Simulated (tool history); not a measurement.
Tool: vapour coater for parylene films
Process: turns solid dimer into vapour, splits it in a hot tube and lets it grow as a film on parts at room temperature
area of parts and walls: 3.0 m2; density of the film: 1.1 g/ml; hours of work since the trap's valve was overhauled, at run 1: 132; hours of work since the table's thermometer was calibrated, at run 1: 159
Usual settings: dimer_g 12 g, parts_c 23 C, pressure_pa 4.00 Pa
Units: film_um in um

| run | hour | dimer_g | parts_c | pressure_pa | hours of work since the trap's valve was overhauled | hours of work since the table's thermometer was calibrated | film_um |
|---|---|---|---|---|---|---|---|
| 1 | 0.0 | 12 | 23 | 4.00 | 132 | 159 | 1.84 |
| 2 | 24.4 | 12 | 23 | 4.00 | 145 | 172 | 1.90 |
| 3 | 42.2 | 12 | 23 | 4.00 | 155 | 182 | 1.90 |
| 4 | 62.5 | 12 | 23 | 9.45 | 166 | 193 | 1.73 |
| 5 | 79.3 | 12 | 23 | 3.84 | 175 | 202 | 1.87 |
| 6 | 95.9 | 12 | 23 | 4.00 | 184 | 211 | 1.86 |
| 7 | 116.8 | 12 | 23 | 4.00 | 195 | 223 | 1.88 |
| 8 | 136.5 | 12 | 23 | 4.00 | 206 | 233 | 1.84 |
| 9 | 163.3 | 16 | 23 | 4.00 | 221 | 248 | 2.50 |
| 10 | 186.1 | 12 | 23 | 9.10 | 233 | 260 | 1.67 |
| 11 | 201.8 | 12 | 23 | 9.10 | 241 | 269 | 1.69 |
| 12 | 223.3 | 12 | 23 | 4.56 | 253 | 281 | 1.79 |
| 13 | 247.3 | 13 | 23 | 4.00 | 266 | 294 | 2.00 |
| 14 | 276.9 | 12 | 23 | 4.00 | 282 | 310 | 1.84 |
| 15 | 304.3 | 12 | 23 | 4.00 | 297 | 325 | 1.83 |
| 16 | 320.7 | 12 | 23 | 4.00 | 306 | 334 | 1.81 |
| 17 | 349.8 | 12 | 23 | 3.78 | 322 | 349 | 1.82 |
| 18 | 370.4 | 12 | 23 | 3.78 | 333 | 361 | 1.86 |
| 19 | 401.5 | 12 | 23 | 3.78 | 350 | 377 | 1.80 |
| 20 | 432.4 | 12 | 23 | 3.78 | 367 | 394 | 1.81 |
| 21 | 459.0 | 12 | 23 | 3.78 | 381 | 409 | 1.83 |
| 22 | 479.5 | 12 | 23 | 4.00 | 392 | 420 | 1.79 |
| 23 | 496.3 | 12 | 23 | 4.00 | 402 | 429 | 1.78 |
| 24 | 511.5 | 12 | 23 | 4.00 | 410 | 437 | 1.76 |
| 25 | 525.9 | 12 | 23 | 5.64 | 418 | 445 | 1.70 |
| 26 | 555.3 | 12 | 23 | 5.64 | 434 | 461 | 1.71 |
| 27 | 576.5 | 12 | 23 | 5.64 | 445 | 473 | 1.73 |

Run 28 comes next. What will it give?
| 28 | 601.7 | 12 | 33 | 5.64 | 459 | 486 | ? |

{"run 28": {"film_um": 1.09}}
Without the tool's hidden state the same run would have given film_um 1.20 um.
